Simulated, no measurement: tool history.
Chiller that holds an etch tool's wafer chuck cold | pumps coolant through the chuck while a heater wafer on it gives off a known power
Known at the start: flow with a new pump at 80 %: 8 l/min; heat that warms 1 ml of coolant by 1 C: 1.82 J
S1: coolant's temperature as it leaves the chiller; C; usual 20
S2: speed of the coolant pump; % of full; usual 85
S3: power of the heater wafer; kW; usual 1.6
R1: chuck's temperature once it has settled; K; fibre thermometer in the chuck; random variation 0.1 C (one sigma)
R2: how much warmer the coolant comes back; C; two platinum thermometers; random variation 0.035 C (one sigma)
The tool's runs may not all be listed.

run 1 day=0 | S1=20 S2=85 S3=1.6 | R1=307.55 R2=6.48
run 2 day=3.596 | S1=20 S2=85 S3=1.6 | R1=307.55 R2=6.48
run 3 day=7.038 | S1=20 S2=85 S3=2.163 | R1=312.25 R2=8.73
run 4 day=10.029 | S1=20 S2=85 S3=1.441 | R1=306.35 R2=5.8
run 5 day=12.729 | S1=13 S2=85 S3=1.441 | R1=299.25 R2=5.82
run 6 day=14.629 | S1=20 S2=85 S3=1.21 | R1=304.25 R2=4.88
run 7 day=17.192 | S1=20 S2=85 S3=1.6 | R1=307.65 R2=6.46
run 8 day=20.267 | S1=20 S2=85 S3=1.6 | R1=307.55 R2=6.51
run 9 day=22.179 | S1=20 S2=85 S3=1.6 | R1=307.55 R2=6.54
run 10 day=25.271 | S1=20 S2=66 S3=1.6 | R1=310.45 R2=8.4
run 11 day=27.35 | S1=20 S2=66 S3=1.6 | R1=310.65 R2=8.45
run 12 day=28.988 | S1=20 S2=66 S3=1.6 | R1=310.45 R2=8.49
run 13 day=30.696 | S1=20 S2=85 S3=1.6 | R1=307.65 R2=6.53
run 14 day=33.967 | S1=20 S2=85 S3=1.6 | R1=307.85 R2=6.57
run 15 day=35.917 | S1=20 S2=85 S3=1.6 | R1=307.65 R2=6.56
-- day=36.379 chiller's thermometer calibrated
run 16 day=39.108 | S1=20 S2=85 S3=1.6 | R1=307.25 R2=6.56
run 17 day=40.629 | S1=20 S2=65 S3=1.476 | R1=309.05 R2=7.97
run 18 day=43.338 | S1=29 S2=87 S3=1.6 | R1=316.05 R2=6.46
run 19 day=46.308 | S1=20 S2=93 S3=1.853 | R1=308.45 R2=6.92
run 20 day=49.083 | S1=25 S2=72 S3=1.479 | R1=313.05 R2=7.19
run 21 day=50.621 | S1=20 S2=62 S3=1.6 | R1=310.85 R2=9.09
run 22 day=53.675 | S1=20 S2=62 S3=1.6 | R1=311.15 R2=9.12
-- day=54.229 coolant pump overhauled
run 23 day=56.638 | S1=20 S2=75 S3=1.142 | R1=304.45 R2=5.55
run 24 day=58.533 | S1=22 S2=89 S3=1.6 | R1=309.15 R2=6.49
run 25 day=61.229 | S1=27 S2=85 S3=1.659 | R1=315.55 R2=7.01
run 26 day=64.796 | S1=27 S2=66 S3=1.659 | R1=318.25 R2=9.15
run 27 day=67.333 | S1=11 S2=62 S3=1.257 | R1=298.65 R2=7.43
run 28 day=70.808 | S1=20 S2=85 S3=2.195 | R1=313.65 R2=9.36
run 29 day=72.521 | S1=20 S2=85 S3=2.195 | R1=313.25 R2=9.3
-- day=74.825 coolant pump overhauled, once more
run 30 day=74.946 | S1=16 S2=71 S3=1.562 | R1=304.55 R2=7.29
run 31 day=78.596 | S1=14 S2=94 S3=1.6 | R1=300.05 R2=5.56
run 32 day=81.888 | S1=16 S2=83 S3=1.6 | R1=303.35 R2=6.33

Measured less the same run without the tool's hidden state. The same run-to-run variation is in both; the gauge's scatter may not be:
The hidden state here: heat passed by the chuck's channels, % of clean ones'; flow at a given pump speed, % of a new pump's; coolant's true temperature over the reading, C; drift of the gauge itself on chuck_c, C; drift of the gauge itself on warmer_back_c, C.
run=1 R1=+1.2 R2=+0.25
run=2 R1=+1.2 R2=+0.26
run=3 R1=+1.5 R2=+0.37
run=4 R1=+1.2 R2=+0.25
run=5 R1=+1.3 R2=+0.25
run=6 R1=+1.2 R2=+0.21
run=7 R1=+1.3 R2=+0.3
run=8 R1=+1.4 R2=+0.3
run=9 R1=+1.4 R2=+0.31
run=10 R1=+1.6 R2=+0.4
run=11 R1=+1.6 R2=+0.42
run=12 R1=+1.7 R2=+0.42
run=13 R1=+1.5 R2=+0.32
run=14 R1=+1.5 R2=+0.33
run=15 R1=+1.6 R2=+0.34
run=16 R1=+1 R2=+0.35
run=17 R1=+1.2 R2=+0.43
run=18 R1=+1 R2=+0.35
run=19 R1=+1.2 R2=+0.38
run=20 R1=+1.2 R2=+0.41
run=21 R1=+1.4 R2=+0.52
run=22 R1=+1.5 R2=+0.53
run=23 R1=+1.1 R2=+0.48
run=24 R1=+1.5 R2=+0.57
run=25 R1=+1.6 R2=+0.62
run=26 R1=+2 R2=+0.82
run=27 R1=+1.6 R2=+0.67
run=28 R1=+2.3 R2=+0.85
run=29 R1=+2.3 R2=+0.86
run=30 R1=+0.7 R2=-0.04
run=31 R1=+0.7 R2=-0.03
run=32 R1=+0.8 R2=-0.01

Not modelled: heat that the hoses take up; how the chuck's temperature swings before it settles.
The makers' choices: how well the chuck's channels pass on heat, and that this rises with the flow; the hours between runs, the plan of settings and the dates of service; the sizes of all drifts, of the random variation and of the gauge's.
